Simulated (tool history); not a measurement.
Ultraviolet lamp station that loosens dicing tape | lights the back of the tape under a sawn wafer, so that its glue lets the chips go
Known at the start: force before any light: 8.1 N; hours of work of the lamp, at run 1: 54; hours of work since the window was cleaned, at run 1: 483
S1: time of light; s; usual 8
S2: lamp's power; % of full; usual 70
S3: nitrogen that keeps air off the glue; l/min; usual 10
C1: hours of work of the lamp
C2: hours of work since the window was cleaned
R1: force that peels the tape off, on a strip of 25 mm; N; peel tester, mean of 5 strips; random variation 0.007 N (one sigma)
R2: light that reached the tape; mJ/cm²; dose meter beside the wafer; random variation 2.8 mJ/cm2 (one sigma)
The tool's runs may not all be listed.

run 1 hour=0.0 | S1=8 S2=70 S3=10 | C1=54 C2=483 | R1=0.264 R2=393
run 2 hour=16.1 | S1=8 S2=72 S3=10 | C1=63 C2=491 | R1=0.231 R2=402
run 3 hour=28.8 | S1=8 S2=72 S3=10 | C1=70 C2=498 | R1=0.229 R2=400
run 4 hour=43.0 | S1=8 S2=72 S3=10 | C1=77 C2=506 | R1=0.241 R2=402
run 5 hour=54.0 | S1=8 S2=72 S3=10 | C1=83 C2=512 | R1=0.218 R2=401
run 6 hour=67.5 | S1=8 S2=72 S3=10 | C1=91 C2=519 | R1=0.231 R2=397
run 7 hour=81.0 | S1=8 S2=70 S3=17 | C1=98 C2=527 | R1=0.161 R2=388
run 8 hour=91.2 | S1=8 S2=83 S3=4 | C1=103 C2=532 | R1=0.406 R2=462
run 9 hour=99.6 | S1=7 S2=66 S3=4 | C1=108 C2=537 | R1=0.908 R2=322
run 10 hour=111.9 | S1=7 S2=90 S3=5 | C1=115 C2=543 | R1=0.380 R2=437
run 11 hour=124.7 | S1=7 S2=90 S3=4 | C1=122 C2=550 | R1=0.463 R2=441

Forecast each of these 4 alternatives for the next run:
run A hour=133.2 | S1=8 S2=79 S3=10 | C1=126 C2=555 | R1=? R2=?
run B hour=133.2 | S1=6 S2=62 S3=10 | C1=126 C2=555 | R1=? R2=?
run C hour=133.2 | S1=8 S2=70 S3=4 | C1=126 C2=555 | R1=? R2=?
run D hour=133.2 | S1=8 S2=70 S3=14 | C1=126 C2=555 | R1=? R2=?

run=A R1=0.197 R2=440
run=B R1=0.635 R2=264
run=C R1=0.613 R2=390
run=D R1=0.180 R2=387
Without the tool's hidden state the same runs would have given:
run=A R1=0.196 R2=440
run=B R1=0.634 R2=264
run=C R1=0.612 R2=391
run=D R1=0.180 R2=387
